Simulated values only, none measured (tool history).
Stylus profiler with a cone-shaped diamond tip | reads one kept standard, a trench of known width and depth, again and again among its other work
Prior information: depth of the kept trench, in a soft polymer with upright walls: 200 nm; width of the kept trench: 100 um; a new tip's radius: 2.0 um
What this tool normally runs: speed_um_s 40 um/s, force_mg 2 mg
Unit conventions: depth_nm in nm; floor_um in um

| run | day | speed_um_s | force_mg | depth_nm | floor_um |
|---|---|---|---|---|---|
| 1 | 0 | 40 | 2 | 201.53 | 98.16 |
| 2 | 0.929 | 40 | 2 | 201.53 | 98.19 |
| 3 | 1.467 | 40 | 2 | 201.64 | 98.13 |
| 4 | 1.979 | 36 | 2 | 201.63 | 98.17 |
| 5 | 2.467 | 36 | 2 | 201.61 | 98.18 |
| 6 | 3.35 | 40 | 2 | 201.54 | 98.18 |
| 7 | 3.875 | 40 | 2 | 201.57 | 98.17 |
| 8 | 4.608 | 40 | 2 | 201.68 | 98.21 |
| 9 | 5.475 | 70 | 2 | 201.62 | 98.09 |
| 10 | 6.183 | 40 | 2 | 201.64 | 98.21 |
| 11 | 7.038 | 40 | 2 | 201.63 | 98.15 |
| 12 | 7.988 | 38 | 2 | 201.61 | 98.16 |
| 13 | 8.392 | 38 | 2 | 201.73 | 98.22 |
| 14 | 8.933 | 38 | 2 | 201.71 | 98.12 |
| 15 | 9.608 | 20 | 3.65 | 202.49 | 98.2 |
| 16 | 10.258 | 20 | 3.65 | 202.37 | 98.2 |
| 17 | 10.921 | 85 | 5.29 | 203.29 | 98.16 |
| 18 | 11.838 | 110 | 1.84 | 201.47 | 98.01 |
| 19 | 12.371 | 110 | 1.84 | 201.45 | 98 |
| 20 | 13.229 | 110 | 1.84 | 201.61 | 98 |
| 21 | 14.146 | 40 | 1.95 | 201.56 | 98.22 |
| 22 | 14.888 | 40 | 1.95 | 201.54 | 98.15 |
| 23 | 15.458 | 26 | 0.68 | 200.78 | 98.2 |
| 24 | 16.238 | 33 | 1.09 | 200.96 | 98.2 |
| 25 | 17.012 | 10 | 0.71 | 200.79 | 98.21 |
| 26 | 17.583 | 28 | 0.91 | 200.95 | 98.16 |

Forecast each of these 3 alternatives for the next run:
| A | 18.4 | 12 | 3.68 | ? | ? |
| B | 18.4 | 125 | 1.91 | ? | ? |
| C | 18.4 | 28 | 3.16 | ? | ? |

| run | depth_nm | floor_um |
|---|---|---|
| A | 202.55 | 98.27 |
| B | 201.66 | 98 |
| C | 202.11 | 98.17 |
With no hidden state in the tool, these same runs would have given:
| run | depth_nm | floor_um |
|---|---|---|
| A | 202.55 | 98.27 |
| B | 201.65 | 98 |
| C | 202.11 | 98.17 |
